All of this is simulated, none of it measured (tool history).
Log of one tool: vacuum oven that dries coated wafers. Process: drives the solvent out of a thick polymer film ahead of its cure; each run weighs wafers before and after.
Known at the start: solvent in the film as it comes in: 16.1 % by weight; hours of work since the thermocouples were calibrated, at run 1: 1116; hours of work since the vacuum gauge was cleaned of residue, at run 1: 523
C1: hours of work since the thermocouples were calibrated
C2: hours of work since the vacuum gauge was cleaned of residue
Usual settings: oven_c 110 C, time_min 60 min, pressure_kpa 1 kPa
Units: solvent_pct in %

run 1 hour=0 | oven_c=110 time_min=60 pressure_kpa=1 | C1=1116 C2=523 | solvent_pct=2.24
run 2 hour=34.9 | oven_c=110 time_min=60 pressure_kpa=1 | C1=1143 C2=550 | solvent_pct=2.23
-- hour=39.7 oven's thermocouples calibrated
run 3 hour=91.7 | oven_c=110 time_min=60 pressure_kpa=1 | C1=40 C2=592 | solvent_pct=2.26
run 4 hour=120.4 | oven_c=110 time_min=60 pressure_kpa=1 | C1=62 C2=614 | solvent_pct=2.23
run 5 hour=172.3 | oven_c=110 time_min=60 pressure_kpa=1 | C1=102 C2=654 | solvent_pct=2.23
run 6 hour=198.3 | oven_c=110 time_min=60 pressure_kpa=1 | C1=122 C2=674 | solvent_pct=2.25
run 7 hour=241.8 | oven_c=110 time_min=60 pressure_kpa=1.39 | C1=156 C2=708 | solvent_pct=2.56
run 8 hour=290.2 | oven_c=110 time_min=37 pressure_kpa=1.39 | C1=193 C2=745 | solvent_pct=4.35
run 9 hour=348.2 | oven_c=110 time_min=37 pressure_kpa=1.39 | C1=238 C2=790 | solvent_pct=4.33
run 10 hour=392.6 | oven_c=110 time_min=37 pressure_kpa=1.39 | C1=272 C2=824 | solvent_pct=4.32
run 11 hour=427.3 | oven_c=110 time_min=60 pressure_kpa=1 | C1=299 C2=851 | solvent_pct=2.22
run 12 hour=454.8 | oven_c=110 time_min=60 pressure_kpa=1 | C1=320 C2=872 | solvent_pct=2.22
run 13 hour=481.5 | oven_c=112 time_min=60 pressure_kpa=0.75 | C1=341 C2=893 | solvent_pct=1.72
run 14 hour=522.5 | oven_c=110 time_min=76 pressure_kpa=0.69 | C1=373 C2=925 | solvent_pct=1.36
run 15 hour=577.7 | oven_c=102 time_min=53 pressure_kpa=1.97 | C1=415 C2=967 | solvent_pct=5.33
run 16 hour=629 | oven_c=110 time_min=65 pressure_kpa=1 | C1=455 C2=1007 | solvent_pct=2.05
run 17 hour=660.1 | oven_c=97 time_min=60 pressure_kpa=1 | C1=479 C2=1031 | solvent_pct=4.96
run 18 hour=715.1 | oven_c=110 time_min=43 pressure_kpa=0.59 | C1=521 C2=1073 | solvent_pct=3.04
run 19 hour=745 | oven_c=110 time_min=43 pressure_kpa=0.59 | C1=544 C2=1096 | solvent_pct=3.02
run 20 hour=801.5 | oven_c=110 time_min=60 pressure_kpa=3.79 | C1=588 C2=1140 | solvent_pct=4.75
run 21 hour=837.4 | oven_c=110 time_min=60 pressure_kpa=0.85 | C1=616 C2=1168 | solvent_pct=2.09

3 ways to go on from here, each from the tool as it stands after run 21. What would each give?
run A hour=872.3 | oven_c=110 time_min=49 pressure_kpa=1 | C1=642 C2=1195 | solvent_pct=?
run B hour=872.3 | oven_c=110 time_min=47 pressure_kpa=1.22 | C1=642 C2=1195 | solvent_pct=?
run C hour=872.3 | oven_c=116 time_min=51 pressure_kpa=1 | C1=642 C2=1195 | solvent_pct=?

run=A solvent_pct=2.92
run=B solvent_pct=3.23
run=C solvent_pct=1.79
Without the tool's hidden state the same runs would have given:
run=A solvent_pct=2.91
run=B solvent_pct=3.22
run=C solvent_pct=1.78
